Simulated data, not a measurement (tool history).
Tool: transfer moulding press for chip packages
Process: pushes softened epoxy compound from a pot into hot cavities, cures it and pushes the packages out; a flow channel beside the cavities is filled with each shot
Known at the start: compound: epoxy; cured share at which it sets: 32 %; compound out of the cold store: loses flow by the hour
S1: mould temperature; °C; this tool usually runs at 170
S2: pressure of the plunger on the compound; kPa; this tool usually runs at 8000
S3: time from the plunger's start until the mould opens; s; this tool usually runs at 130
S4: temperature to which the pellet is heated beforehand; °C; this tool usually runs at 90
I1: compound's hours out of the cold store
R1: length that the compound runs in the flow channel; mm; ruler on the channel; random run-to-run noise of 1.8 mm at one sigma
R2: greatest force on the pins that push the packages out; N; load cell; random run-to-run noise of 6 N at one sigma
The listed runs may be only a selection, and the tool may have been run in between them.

run   hour   S1    S2   S3  S4    I1   R1   R2
  1      0  170  8000  130  90  44.5  527  361
  2   33.3  170  8000  130  90  10.5  592  419
      41.6  -- cavities cleaned with cleaning compound and waxed
  3   56.7  170  8000  130  90  38.1  536  567
  4   74.5  170  8000  156  90  34.5  543  511
  5   94.5  170  8000  156  90  25.4  558  515
     113.1  -- cavities cleaned with cleaning compound and waxed, once more
  6  126.7  170  8000  156  90  34.9  540  255
  7    147  170  8000  130  90  42.4  528  317
  8  171.5  170  8000  130  90  45.1  523  376
     201.2  -- cavities cleaned with cleaning compound and waxed
  9  203.5  170  8000  130  90    40  528  240
 10  240.9  170  8000  130  90  35.8  535  339
 11  278.2  170  6120  130  90  37.2  464  411
     288.5  -- cavities cleaned with cleaning compound and waxed
 12  301.8  170  6120  130  90  37.9  462  274
 13  326.5  170  8000  130  90  34.5  535  335
 14  352.1  170  8000  130  90  20.9  556  401
     376.7  -- cavities cleaned with cleaning compound and waxed
 15  392.4  170  8000  130  98  30.3  538  282

Run 16 is up next; what results do you expect?
 16  412.6  170  8000  130  98  20.9   ?   ?

{"run 16": {"R1": 552, "R2": 343}}
The same run, on a tool lacking any hidden state, would have yielded R1 570 mm, R2 222 N.

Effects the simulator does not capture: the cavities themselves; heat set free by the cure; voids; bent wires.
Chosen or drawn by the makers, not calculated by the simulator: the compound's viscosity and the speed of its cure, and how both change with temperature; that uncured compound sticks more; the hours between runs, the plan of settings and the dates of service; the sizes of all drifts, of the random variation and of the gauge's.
